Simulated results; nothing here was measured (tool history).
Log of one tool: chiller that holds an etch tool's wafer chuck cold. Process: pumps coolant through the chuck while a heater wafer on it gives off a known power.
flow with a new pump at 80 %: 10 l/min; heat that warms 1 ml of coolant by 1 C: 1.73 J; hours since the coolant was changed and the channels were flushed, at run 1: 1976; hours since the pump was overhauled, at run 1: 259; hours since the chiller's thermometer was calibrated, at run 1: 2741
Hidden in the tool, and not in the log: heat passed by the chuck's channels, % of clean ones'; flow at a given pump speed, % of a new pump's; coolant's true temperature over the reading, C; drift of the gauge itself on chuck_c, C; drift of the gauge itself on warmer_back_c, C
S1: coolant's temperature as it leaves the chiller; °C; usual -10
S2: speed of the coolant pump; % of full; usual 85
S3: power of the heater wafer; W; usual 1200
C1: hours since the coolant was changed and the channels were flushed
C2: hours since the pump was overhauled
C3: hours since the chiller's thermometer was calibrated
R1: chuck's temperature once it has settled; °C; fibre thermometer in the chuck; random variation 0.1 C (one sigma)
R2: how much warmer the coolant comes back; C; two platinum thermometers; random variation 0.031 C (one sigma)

run,hour,S1,S2,S3,C1,C2,C3,R1,R2
1,0.0,-10,85,1200,1976,259,2741,1.9,3.89
2,40.4,-10,91,1200,2016,300,2781,1.5,3.69
3,65.7,-10,82,1200,2041,325,2807,2.2,4.16
4,105.4,-10,85,1303,2081,365,2846,3.1,4.30
5,142.5,-10,70,1200,2118,402,2883,3.7,4.78
6,180.7,-10,70,1200,2156,440,2922,3.5,4.76
7,217.5,-10,70,1200,2193,477,2958,3.6,4.71
8,237.5,-10,70,1200,2213,497,2978,3.6,4.74
9,262.5,-10,85,1200,2238,522,3003,2.1,3.94
10,310.1,-14,85,1200,2286,569,3051,-2.0,4.01
11,346.1,-14,85,1200,2322,605,3087,-1.7,4.01
12,388.8,-14,85,1200,2364,648,3130,-1.7,4.02
13,418.7,-14,85,1200,2394,678,3160,-1.9,3.96
14,442.9,-10,85,1200,2419,702,3184,2.3,3.98
15,478.1,-2,85,1200,2454,737,3219,10.3,4.00
16,506.9,-2,85,1200,2483,766,3248,10.5,4.03
17,531.2,-2,85,1200,2507,790,3272,10.4,3.96
18,568.0,-2,84,831,2544,827,3309,7.1,2.83
19,595.2,-17,85,962,2571,854,3336,-6.7,3.18
20,632.2,-15,61,962,2608,891,3373,-2.6,4.39
21,663.7,-7,92,625,2639,923,3405,-0.4,1.91
22,695.7,-7,63,847,2671,955,3437,3.8,3.81
23,725.3,-7,65,1279,2701,985,3466,8.4,5.56
24,752.8,-11,97,1317,2728,1012,3494,1.9,3.90
25,779.3,-11,97,1317,2755,1038,3520,1.9,3.94
26,799.4,-11,82,653,2775,1059,3540,-3.7,2.25

Forecast run 27:
27,843.4,-11,82,653,2819,1103,3584,?,?

R1: -3.5 °C
R2: 2.25 C
Without the tool's hidden state the same run would have given R1 -5.5 °C, R2 2.19 C.

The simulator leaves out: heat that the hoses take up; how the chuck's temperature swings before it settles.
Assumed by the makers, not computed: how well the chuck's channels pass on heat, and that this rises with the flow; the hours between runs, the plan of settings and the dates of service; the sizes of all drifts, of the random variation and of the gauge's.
